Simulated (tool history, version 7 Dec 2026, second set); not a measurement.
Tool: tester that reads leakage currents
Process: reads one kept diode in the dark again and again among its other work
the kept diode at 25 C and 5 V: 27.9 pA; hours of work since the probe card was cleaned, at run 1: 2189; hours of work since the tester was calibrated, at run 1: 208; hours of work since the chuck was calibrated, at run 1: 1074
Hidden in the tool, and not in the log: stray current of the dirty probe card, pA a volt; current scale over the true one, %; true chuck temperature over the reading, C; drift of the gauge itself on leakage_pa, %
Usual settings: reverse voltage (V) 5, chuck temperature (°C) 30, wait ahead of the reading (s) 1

run,hour,reverse voltage (V),chuck temperature (°C),wait ahead of the reading (s),hours of work since the probe card was cleaned,hours of work since the tester was calibrated,hours of work since the chuck was calibrated,current that the tester gives (pA)
1,0,5,30,1,2189,208,1074,60.14
2,28.3,5,30,1,2202,221,1088,60.58
3,51.8,5,30,1,2213,232,1099,60.78
4,79.8,5,30,1,2226,246,1112,60.61
5,94.4,5,30,1,2233,252,1119,60.58
# hour 129: chuck's temperature calibrated
6,129,5,30,1,2249,268,0,55.17
7,163.1,5,30,1,2265,284,16,55.22
8,178.3,5,30,1,2272,291,23,55.32
9,213.5,5,30,1,2288,308,40,55.37
# hour 233.3: probe card cleaned and baked
10,235.3,5,30,1,1,317,49,46.42
11,251.6,5,30,1,9,324,56,46.71
12,275.9,5,30,1,20,336,68,46.67
13,295.2,5,30,1,29,345,77,46.88
14,331.1,5,30,1,46,362,94,47.33
15,355.7,5,30,2.05,58,374,106,46.72
16,375.9,18.76,30,1,67,383,115,91.57
17,396.5,18.76,30,1,77,393,125,91.79
18,412.6,5,30,1,85,400,133,47.37
19,441.6,5,30,1,98,414,146,47.64
20,470.5,5,30,1,112,428,160,47.93
21,496.1,8.66,25,1,124,440,172,39.85
22,527.4,15.37,25,5.88,139,455,187,52.23
23,555.4,15.37,25,5.88,152,468,200,52.14

Forecast run 24:
24,580.5,19.42,34,0.83,164,480,212,?

{"run 24": {"current that the tester gives (pA)": 136.52}}
Without the tool's hidden state the same run would have given current that the tester gives (pA) 129.89.
